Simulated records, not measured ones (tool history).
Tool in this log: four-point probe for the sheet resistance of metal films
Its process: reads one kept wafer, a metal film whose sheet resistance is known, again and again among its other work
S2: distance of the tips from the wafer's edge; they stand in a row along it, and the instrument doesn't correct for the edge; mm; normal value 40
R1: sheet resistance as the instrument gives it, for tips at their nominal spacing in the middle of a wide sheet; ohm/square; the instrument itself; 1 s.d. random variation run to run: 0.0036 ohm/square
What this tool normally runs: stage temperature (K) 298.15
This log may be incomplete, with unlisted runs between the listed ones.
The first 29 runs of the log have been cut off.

{"run": 30, "hour": 464.3, "stage temperature (K)": 293.15, "S2": 70, "R1": 18.05886}
{"run": 31, "hour": 486.5, "stage temperature (K)": 293.15, "S2": 25, "R1": 18.065075}
{"run": 32, "hour": 497.0, "stage temperature (K)": 294.15, "S2": 40, "R1": 18.069967}
{"run": 33, "hour": 511.3, "stage temperature (K)": 292.15, "S2": 25, "R1": 18.064114}
{"run": 34, "hour": 522.1, "stage temperature (K)": 294.15, "S2": 39, "R1": 18.074265}
{"run": 35, "hour": 536.9, "stage temperature (K)": 306.15, "S2": 40, "R1": 18.131006}
{"run": 36, "hour": 556.4, "stage temperature (K)": 304.15, "S2": 13, "R1": 18.138661}
{"run": 37, "hour": 567.6, "stage temperature (K)": 304.15, "S2": 13, "R1": 18.134947}
{"run": 38, "hour": 585.3, "stage temperature (K)": 301.15, "S2": 53, "R1": 18.11539}
{"run": 39, "hour": 600.9, "stage temperature (K)": 302.15, "S2": 22, "R1": 18.123006}
{"run": 40, "hour": 611.2, "stage temperature (K)": 293.15, "S2": 23, "R1": 18.079323}
{"run": 41, "hour": 624.9, "stage temperature (K)": 291.15, "S2": 42, "R1": 18.070974}
{"run": 42, "hour": 638.3, "stage temperature (K)": 291.15, "S2": 16, "R1": 18.078793}

Each row is a separate what-if for the run after 42, all from the same tool condition, not one after another. Results?
{"run": "A", "hour": 659.7, "stage temperature (K)": 294.15, "S2": 45, "R1": "?"}
{"run": "B", "hour": 659.7, "stage temperature (K)": 298.15, "S2": 10, "R1": "?"}
{"run": "C", "hour": 659.7, "stage temperature (K)": 307.15, "S2": 6, "R1": "?"}
{"run": "D", "hour": 659.7, "stage temperature (K)": 307.15, "S2": 16, "R1": "?"}

run=A R1=18.085493
run=B R1=18.136387
run=C R1=18.217397
run=D R1=18.161154
Without the tool's unlogged condition, the same runs would have read:
run=A R1=18.058045
run=B R1=18.109090
run=C R1=18.190469
run=D R1=18.134306
